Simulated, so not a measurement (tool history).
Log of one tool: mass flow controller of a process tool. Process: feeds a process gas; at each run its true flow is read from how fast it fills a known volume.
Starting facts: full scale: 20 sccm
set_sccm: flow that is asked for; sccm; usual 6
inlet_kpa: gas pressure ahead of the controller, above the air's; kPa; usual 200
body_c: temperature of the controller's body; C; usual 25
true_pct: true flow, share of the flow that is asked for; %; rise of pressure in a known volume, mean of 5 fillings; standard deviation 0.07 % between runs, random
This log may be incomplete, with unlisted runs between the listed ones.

| run | hour | set_sccm | inlet_kpa | body_c | true_pct |
|---|---|---|---|---|---|
| 1 | 0 | 6 | 200 | 25 | 98.13 |
| 2 | 83.4 | 6 | 193 | 25 | 98.14 |
| 3 | 134.2 | 6 | 193 | 25 | 97.98 |
| 4 | 214.1 | 6 | 193 | 25 | 98.03 |
| 5 | 299.7 | 6 | 193 | 25 | 98.1 |
| 6 | 376.9 | 6 | 200 | 25 | 98.16 |
| 7 | 420.9 | 6 | 151 | 25 | 97.84 |
| 8 | 525.2 | 6 | 151 | 25 | 97.86 |
| 9 | 616.6 | 6 | 151 | 25 | 97.8 |
| 10 | 668.2 | 6 | 147 | 25 | 97.95 |
| 11 | 742.3 | 6 | 147 | 25 | 97.76 |
| 12 | 847.6 | 6 | 200 | 25 | 97.98 |
| 13 | 947.5 | 6 | 200 | 25 | 98.15 |
| 14 | 1028 | 6 | 200 | 25 | 98.14 |
| 15 | 1124.7 | 6 | 200 | 25 | 98.29 |
| 16 | 1196.6 | 6 | 200 | 25 | 98.05 |
| 17 | 1294.3 | 6 | 200 | 25 | 98.07 |
| 18 | 1345.2 | 6 | 200 | 33 | 98.73 |
| 19 | 1434.7 | 6 | 228 | 33 | 98.77 |
| 20 | 1487.8 | 6 | 200 | 25 | 98.01 |
| 21 | 1588.8 | 6 | 200 | 25 | 98.04 |
| 22 | 1654.6 | 6 | 200 | 25 | 98.6 |
| 23 | 1754.8 | 6 | 200 | 25 | 98.71 |
| 24 | 1818.5 | 6 | 200 | 25 | 98.66 |
| 25 | 1870.8 | 6 | 259 | 25 | 98.82 |
| 26 | 1960.8 | 6 | 259 | 25 | 98.96 |
| 27 | 2036.2 | 4 | 200 | 25 | 99.13 |
| 28 | 2102.2 | 4 | 200 | 25 | 96.99 |
| 29 | 2152.9 | 11 | 200 | 25 | 97.94 |
| 30 | 2251 | 11 | 159 | 24 | 97.56 |
| 31 | 2350.4 | 11 | 159 | 24 | 97.75 |
| 32 | 2399.8 | 11 | 159 | 24 | 97.65 |
| 33 | 2446.7 | 11 | 159 | 24 | 97.65 |
| 34 | 2540.2 | 11 | 159 | 24 | 97.57 |
| 35 | 2614.8 | 11 | 159 | 24 | 97.79 |
| 36 | 2686.2 | 11 | 159 | 24 | 97.64 |
| 37 | 2792.3 | 6 | 200 | 20 | 96.82 |
| 38 | 2894.6 | 3 | 220 | 26 | 96.97 |
| 39 | 2954.2 | 6 | 217 | 25 | 97.32 |
| 40 | 3016 | 6 | 217 | 25 | 97.24 |
| 41 | 3075.6 | 6 | 246 | 25 | 97.39 |
| 42 | 3144.4 | 9 | 233 | 21 | 97.41 |
| 43 | 3240.8 | 19 | 241 | 33 | 99.75 |
| 44 | 3303 | 6 | 261 | 29 | 97.75 |
| 45 | 3347.5 | 6 | 261 | 29 | 97.74 |
| 46 | 3440.7 | 6 | 261 | 29 | 97.77 |
| 47 | 3501.4 | 4 | 182 | 30 | 97.42 |
| 48 | 3554.7 | 16 | 162 | 25 | 98.5 |
| 49 | 3647.4 | 11 | 200 | 25 | 97.83 |

Not shown: 2 entries that the log had between the listed runs. Between which runs, and how does the tool's hidden state differ before and after?
In the gap between runs 21 and 22: controller's zero set anew (hour 1594.3)
  flow at rest that the sensor doesn't see, % of full scale: 0.306 -> 0.455; true flow over the shown one, %: -0.63 -> -0.64
  difference, measured minus the result without the unlogged condition, true_pct: +0.39 -> +0.87 %
In the gap between runs 27 and 28: controller's zero set anew, once more (hour 2102.2)
  flow at rest that the sensor doesn't see, % of full scale: 0.477 -> 0.038; true flow over the shown one, %: -0.71 -> -0.72
  difference, measured minus the result without the unlogged condition, true_pct: +1.68 -> -0.53 %

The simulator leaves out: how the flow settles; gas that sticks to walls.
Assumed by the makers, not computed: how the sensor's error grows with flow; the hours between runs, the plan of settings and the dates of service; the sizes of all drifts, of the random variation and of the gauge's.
